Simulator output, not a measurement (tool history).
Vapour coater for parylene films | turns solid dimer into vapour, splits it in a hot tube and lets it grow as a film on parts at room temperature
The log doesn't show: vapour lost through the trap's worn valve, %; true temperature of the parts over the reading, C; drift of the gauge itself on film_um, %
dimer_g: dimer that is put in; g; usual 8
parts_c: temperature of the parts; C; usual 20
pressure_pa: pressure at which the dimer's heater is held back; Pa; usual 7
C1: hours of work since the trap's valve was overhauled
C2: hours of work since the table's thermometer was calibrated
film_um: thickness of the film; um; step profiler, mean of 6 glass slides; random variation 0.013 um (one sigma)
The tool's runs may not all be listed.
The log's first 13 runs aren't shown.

Run 14, day 19.146: usual settings; C1 152; C2 422. Result: film_um 3.26 um.
Run 15, day 20.458: usual settings; C1 170; C2 439. Result: film_um 3.23 um.
Run 16, day 22.262: usual settings; C1 193; C2 463. Result: film_um 3.23 um.
Run 17, day 24.004: usual settings but dimer_g 3 g; C1 216; C2 486. Result: film_um 1.21 um.
Run 18, day 25.638: usual settings; C1 237; C2 507. Result: film_um 3.17 um.
Run 19, day 27.329: usual settings; C1 259; C2 529. Result: film_um 3.18 um.
Run 20, day 28.571: usual settings but dimer_g 12 g, parts_c 25 C, pressure_pa 2.47 Pa; C1 276; C2 546. Result: film_um 5.37 um.
Run 21, day 29.592: usual settings but dimer_g 3 g, parts_c 29 C, pressure_pa 8 Pa; C1 289; C2 559. Result: film_um 0.94 um.
Run 22, day 31.233: usual settings but dimer_g 3 g, parts_c 29 C, pressure_pa 8 Pa; C1 310; C2 580. Result: film_um 0.93 um.
At day 31.567: trap's valve overhauled.
Run 23, day 32.675: usual settings but dimer_g 4 g, parts_c 12 C, pressure_pa 3.06 Pa; C1 15; C2 597. Result: film_um 2.49 um.
Run 24, day 34.142: usual settings but dimer_g 3 g, parts_c 31 C, pressure_pa 3.06 Pa; C1 34; C2 616. Result: film_um 1.19 um.
Run 25, day 35.9: usual settings but dimer_g 3 g, parts_c 31 C, pressure_pa 3.06 Pa; C1 57; C2 639. Result: film_um 1.21 um.
Run 26, day 37.346: usual settings but dimer_g 3 g, parts_c 31 C, pressure_pa 3.06 Pa; C1 76; C2 658. Result: film_um 1.19 um.
Run 27, day 38.233: usual settings but dimer_g 3 g, parts_c 31 C, pressure_pa 3.06 Pa; C1 87; C2 670. Result: film_um 1.2 um.
Run 28, day 39.975: usual settings but dimer_g 3 g, parts_c 31 C, pressure_pa 3.06 Pa; C1 110; C2 692. Result: film_um 1.19 um.
Run 29, day 41.154: usual settings but dimer_g 3 g, parts_c 31 C, pressure_pa 3.06 Pa; C1 125; C2 708. Result: film_um 1.19 um.
Run 30, day 42.842: usual settings but dimer_g 5 g, parts_c 15 C, pressure_pa 7.21 Pa; C1 147; C2 730. Result: film_um 2.3 um.
Run 31, day 44.317: usual settings but dimer_g 5 g, parts_c 15 C, pressure_pa 7.21 Pa; C1 167; C2 749. Result: film_um 2.29 um.
Run 32, day 46.046: usual settings but dimer_g 13 g, parts_c 14 C, pressure_pa 2.6 Pa; C1 189; C2 772. Result: film_um 7.57 um.
Run 33, day 47.533: usual settings but dimer_g 13 g, parts_c 14 C, pressure_pa 2.6 Pa; C1 209; C2 791. Result: film_um 7.63 um.

The next listed run, before its measurement:
Run 34, day 48.317: usual settings but dimer_g 14 g, parts_c 31 C, pressure_pa 2.75 Pa; C1 219; C2 801. Result: film_um ?.

Run 34 gave film_um 5.52 um.
Without the tool's hidden state the same run would have given film_um 5.76 um.
